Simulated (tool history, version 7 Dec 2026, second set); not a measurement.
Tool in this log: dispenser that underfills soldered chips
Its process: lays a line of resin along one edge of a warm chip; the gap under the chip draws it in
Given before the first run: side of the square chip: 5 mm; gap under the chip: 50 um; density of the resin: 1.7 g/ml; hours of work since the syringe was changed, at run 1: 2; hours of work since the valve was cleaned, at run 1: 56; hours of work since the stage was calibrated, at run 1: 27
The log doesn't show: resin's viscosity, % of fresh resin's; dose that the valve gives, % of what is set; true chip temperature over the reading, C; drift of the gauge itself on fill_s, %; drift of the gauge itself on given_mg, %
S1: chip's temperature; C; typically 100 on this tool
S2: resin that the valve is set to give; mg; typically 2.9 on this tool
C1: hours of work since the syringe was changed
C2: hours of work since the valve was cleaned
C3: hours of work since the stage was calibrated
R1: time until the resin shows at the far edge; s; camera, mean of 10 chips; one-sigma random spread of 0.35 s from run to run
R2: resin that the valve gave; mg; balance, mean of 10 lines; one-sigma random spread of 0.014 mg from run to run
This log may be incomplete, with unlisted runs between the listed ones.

run 1 hour=0 | S1=100 S2=2.9 | C1=2 C2=56 C3=27 | R1=20.3 R2=2.79
-- hour=5.3 new syringe of resin
-- hour=13.4 new syringe of resin
run 2 hour=14.2 | S1=100 S2=2.9 | C1=1 C2=67 C3=38 | R1=19.3 R2=2.75
-- hour=21.3 new syringe of resin
run 3 hour=28.2 | S1=99 S2=2.9 | C1=5 C2=77 C3=49 | R1=26.4 R2=2.75
-- hour=29.4 new syringe of resin
-- hour=38.1 new syringe of resin
run 4 hour=43 | S1=99 S2=2.9 | C1=4 C2=89 C3=60 | R1=23.1 R2=2.73
-- hour=46.8 new syringe of resin
run 5 hour=53.5 | S1=99 S2=2.9 | C1=5 C2=97 C3=68 | R1=25.5 R2=2.71
-- hour=55 new syringe of resin
-- hour=63.1 new syringe of resin
-- hour=64.1 dispensing valve cleaned and set on the balance
run 6 hour=67.8 | S1=100 S2=3.62 | C1=3 C2=3 C3=78 | R1=21.3 R2=3.61
-- hour=71.9 new syringe of resin
run 7 hour=77.7 | S1=100 S2=2.9 | C1=5 C2=11 C3=86 | R1=23.5 R2=2.86
-- hour=80.4 new syringe of resin
run 8 hour=87.4 | S1=100 S2=2.9 | C1=5 C2=18 C3=93 | R1=23.5 R2=2.83
-- hour=88.3 new syringe of resin
-- hour=96.6 new syringe of resin
run 9 hour=96.7 | S1=100 S2=2.9 | C1=0 C2=25 C3=100 | R1=18.5 R2=2.82
-- hour=104.5 new syringe of resin
run 10 hour=106.8 | S1=100 S2=2.9 | C1=2 C2=32 C3=107 | R1=20.1 R2=2.82
-- hour=112.9 new syringe of resin
run 11 hour=113.3 | S1=100 S2=2.9 | C1=0 C2=37 C3=112 | R1=18.1 R2=2.83
-- hour=120.9 new syringe of resin
run 12 hour=126.2 | S1=108 S2=2.9 | C1=4 C2=47 C3=122 | R1=18.9 R2=2.82
-- hour=129.6 new syringe of resin
run 13 hour=136.1 | S1=101 S2=3.71 | C1=5 C2=55 C3=130 | R1=23.3 R2=3.56
-- hour=137.8 new syringe of resin
-- hour=146.4 new syringe of resin
run 14 hour=148.4 | S1=114 S2=3.53 | C1=2 C2=64 C3=139 | R1=13 R2=3.38

Run 15, settings as shown, results not yet in. Your forecast:
-- hour=155.1 new syringe of resin
run 15 hour=157.4 | S1=97 S2=3.58 | C1=2 C2=71 C3=146 | R1=? R2=?

R1: 22 s
R2: 3.38 mg
Minus the tool's unlogged condition, the same run would have read R1 19.4 s, R2 3.57 mg.

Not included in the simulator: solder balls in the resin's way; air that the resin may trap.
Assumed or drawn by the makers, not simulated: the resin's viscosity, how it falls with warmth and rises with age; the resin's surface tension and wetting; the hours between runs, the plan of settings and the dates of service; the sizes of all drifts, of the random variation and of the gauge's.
